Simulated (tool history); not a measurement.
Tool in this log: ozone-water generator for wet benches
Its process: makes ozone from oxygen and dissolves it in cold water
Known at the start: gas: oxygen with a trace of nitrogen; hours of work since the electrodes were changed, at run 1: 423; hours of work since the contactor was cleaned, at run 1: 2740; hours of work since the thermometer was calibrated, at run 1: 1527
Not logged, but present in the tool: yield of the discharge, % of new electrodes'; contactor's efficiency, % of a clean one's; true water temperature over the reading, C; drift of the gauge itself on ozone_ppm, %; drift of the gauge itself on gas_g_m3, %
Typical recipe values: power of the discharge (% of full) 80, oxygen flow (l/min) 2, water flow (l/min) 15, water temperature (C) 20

run	day	power of the discharge (% of full)	oxygen flow (l/min)	water flow (l/min)	water temperature (C)	hours of work since the electrodes were changed	hours of work since the contactor was cleaned	hours of work since the thermometer was calibrated	dissolved ozone (ppm)	ozone in the gas ahead of the water (g/m3)
1	0	80	2	15	20	423	2740	1527	19.2	288.5
2	1.85	80	2	15	20	465	2782	1569	19.2	289.6
3	5.333	66	2	15	20	545	2862	1649	17	256
4	8.488	66	2	15	20	617	2934	1721	17.2	255
5	11.242	66	2	15	20	680	2997	1784	17	256.4
6	13.721	66	2	15	20	736	3054	1841	16.7	255.1
7	17.612	66	2	15	20	825	3143	1930	17	254.2
8	20.4	66	2	15	20	889	3206	1993	16.9	252.7
9	24.112	66	2	15	20	974	3291	2078	17	253.5
10	26.262	66	2	15	20	1023	3340	2127	16.6	253.5
11	29.929	98	1.19	24	21	1107	3424	2211	10.2	402.8
12	33.829	80	2	15	25	1196	3513	2300	18	282.3
# day 34.071: water thermometer calibrated
13	36.654	63	2	24	13	1260	3577	59	9.9	244.6
14	39.371	46	2	24	22	1322	3640	121	7.8	201.4
15	41.454	82	2.56	15	15	1370	3687	169	21.4	256.6
16	43.908	82	2.56	15	15	1426	3743	225	21.2	254.4
# day 44.625: water thermometer calibrated, once more
17	45.633	86	3.55	15	15	1465	3782	23	23.1	227
18	47.833	86	3.55	15	15	1515	3833	73	23.3	227.1
19	49.9	86	3.55	15	15	1562	3880	121	22.9	225.7

Table of differences, measured result less the result of that run with no hidden state. Run-to-run variation is the same in both. Gauge scatter possibly is not:
run	dissolved ozone (ppm)	ozone in the gas ahead of the water (g/m3)
1	-0.8	-1.8
2	-0.8	-2
3	-0.8	-2
4	-0.8	-2.4
5	-0.8	-2.7
6	-0.8	-3
7	-0.9	-3.4
8	-0.9	-3.7
9	-1	-4.2
10	-1	-4.4
11	-0.8	-9.8
12	-1.3	-6.8
13	-0.8	-5.3
14	-0.6	-3.7
15	-1.7	-7.2
16	-1.6	-7.6
17	-1.8	-7.1
18	-1.9	-7.5
19	-1.9	-7.7

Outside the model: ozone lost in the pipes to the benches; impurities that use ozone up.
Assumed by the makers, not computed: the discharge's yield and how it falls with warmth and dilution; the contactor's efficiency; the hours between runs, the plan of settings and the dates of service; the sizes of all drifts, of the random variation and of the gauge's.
